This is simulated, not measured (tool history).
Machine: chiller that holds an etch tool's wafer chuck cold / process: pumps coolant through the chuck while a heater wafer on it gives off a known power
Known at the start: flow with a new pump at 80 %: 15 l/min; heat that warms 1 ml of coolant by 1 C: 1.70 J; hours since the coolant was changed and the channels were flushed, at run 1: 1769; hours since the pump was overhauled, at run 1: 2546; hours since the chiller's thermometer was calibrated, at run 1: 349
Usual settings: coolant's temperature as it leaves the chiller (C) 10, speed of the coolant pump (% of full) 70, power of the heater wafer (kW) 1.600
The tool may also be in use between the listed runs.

| run | day | coolant's temperature as it leaves the chiller (C) | speed of the coolant pump (% of full) | power of the heater wafer (kW) | hours since the coolant was changed and the channels were flushed | hours since the pump was overhauled | hours since the chiller's thermometer was calibrated | chuck's temperature once it has settled (K) | how much warmer the coolant comes back (C) |
|---|---|---|---|---|---|---|---|---|---|
| 1 | 0.000 | 10 | 70 | 1.600 | 1769 | 2546 | 349 | 302.45 | 4.55 |
| 2 | 1.883 | 10 | 70 | 1.928 | 1815 | 2591 | 394 | 306.35 | 5.41 |
| 3 | 5.229 | 10 | 70 | 1.928 | 1895 | 2671 | 474 | 306.55 | 5.34 |
| 4 | 9.529 | 10 | 70 | 1.928 | 1998 | 2775 | 577 | 306.75 | 5.42 |
| 5 | 13.629 | 10 | 70 | 1.928 | 2096 | 2873 | 676 | 306.75 | 5.48 |
| 6 | 16.375 | 10 | 70 | 1.600 | 2162 | 2939 | 742 | 302.75 | 4.53 |
| 7 | 19.967 | 10 | 70 | 1.600 | 2249 | 3025 | 828 | 303.15 | 4.52 |
| 8 | 24.117 | 10 | 70 | 1.600 | 2348 | 3125 | 928 | 302.75 | 4.52 |
| 9 | 27.296 | 10 | 70 | 1.600 | 2424 | 3201 | 1004 | 303.05 | 4.54 |
| 10 | 29.854 | 10 | 74 | 0.870 | 2486 | 3262 | 1065 | 293.65 | 2.34 |
|  | 30.358 | coolant pump overhauled |
| 11 | 33.546 | 10 | 74 | 0.870 | 2569 | 76 | 1149 | 294.25 | 2.41 |
| 12 | 37.412 | 19 | 69 | 1.021 | 2662 | 169 | 1242 | 305.75 | 3.09 |
| 13 | 39.783 | 19 | 69 | 1.021 | 2719 | 226 | 1298 | 305.85 | 3.04 |
| 14 | 42.200 | 12 | 83 | 1.525 | 2777 | 284 | 1356 | 302.45 | 3.89 |
| 15 | 44.133 | 8 | 74 | 0.897 | 2824 | 331 | 1403 | 292.55 | 2.54 |

Some steps in chuck's temperature once it has settled (K), run to run, broken into two amounts with sign: the step expected even without the hidden condition (settings, incoming material, random variation), and the rest, left for the hidden condition together with whatever gauge scatter is not in both the measured and the hidden-condition-free result:
Hidden conditions of the tool in this case: heat passed by the chuck's channels, % of clean ones'; flow at a given pump speed, % of a new pump's; coolant's true temperature over the reading, C; drift of the gauge itself on chuck_c, C; drift of the gauge itself on warmer_back_c, C.
Run 9 -> 10: speed of the coolant pump (% of full) 70 -> 74, power of the heater wafer (kW) 1.600 -> 0.870. chuck's temperature once it has settled (K) -9.40: hidden state -1.20, all else -8.20.
Run 11 -> 12: coolant's temperature as it leaves the chiller (C) 10 -> 19, speed of the coolant pump (% of full) 74 -> 69, power of the heater wafer (kW) 0.870 -> 1.021. chuck's temperature once it has settled (K) +11.50: hidden state +0.50, all else +11.00.

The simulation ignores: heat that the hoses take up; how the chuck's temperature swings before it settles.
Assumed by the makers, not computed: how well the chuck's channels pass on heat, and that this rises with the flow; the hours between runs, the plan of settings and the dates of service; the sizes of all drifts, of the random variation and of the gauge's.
